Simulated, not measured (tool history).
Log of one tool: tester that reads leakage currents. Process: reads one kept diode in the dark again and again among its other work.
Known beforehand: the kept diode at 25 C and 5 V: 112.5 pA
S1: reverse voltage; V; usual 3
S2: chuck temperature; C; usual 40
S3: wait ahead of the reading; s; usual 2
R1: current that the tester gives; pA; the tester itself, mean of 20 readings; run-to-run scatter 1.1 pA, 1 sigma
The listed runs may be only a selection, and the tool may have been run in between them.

run,hour,S1,S2,S3,R1
1,0,3,40,2,398
2,77,3,40,2,399.23
3,134.6,3,40,2,397.92
4,214.1,3,40,2,401.28
# hour 258.3: chuck's temperature calibrated
5,320.1,3,40,2,412.84
6,450,3,40,2,417.59
7,529.8,3,40,2,421.35
8,603,3,40,2,423.66
# hour 658.6: chuck's temperature calibrated, once more
9,686.3,3,40,2,359.65
10,803.9,3,40,2,361.95
11,868.4,3,40,2,364.88
12,977,3,40,1.12,366.87
13,1090.4,3,40,1.12,368.22
14,1191,3,40,1.12,373.27
15,1312.9,3,34,1.49,225.12
16,1410.1,3,40,1.27,378.19
17,1526.9,3,40,1.27,380.21
# hour 1577.9: probe card cleaned and baked
18,1643.2,3,40,1.27,378.8
19,1719.1,2.53,51,0.83,877.95
20,1815.4,2.53,51,0.35,884.48
21,1883.6,2.53,51,0.35,888.97

4 options for the next run, each taken on its own from the tool as it stands now. Forecast them:
A,1952.1,3,37,2.29,?
B,1952.1,12.96,60,4.95,?
C,1952.1,2.77,40,2,?
D,1952.1,2.53,41,2.82,?

run,R1
A,299.62
B,3249.72
C,374.62
D,394.56
With the hidden condition removed and each run's random variation left untouched, the same runs would have given:
run,R1
A,277.12
B,3045.76
C,347.31
D,366.09

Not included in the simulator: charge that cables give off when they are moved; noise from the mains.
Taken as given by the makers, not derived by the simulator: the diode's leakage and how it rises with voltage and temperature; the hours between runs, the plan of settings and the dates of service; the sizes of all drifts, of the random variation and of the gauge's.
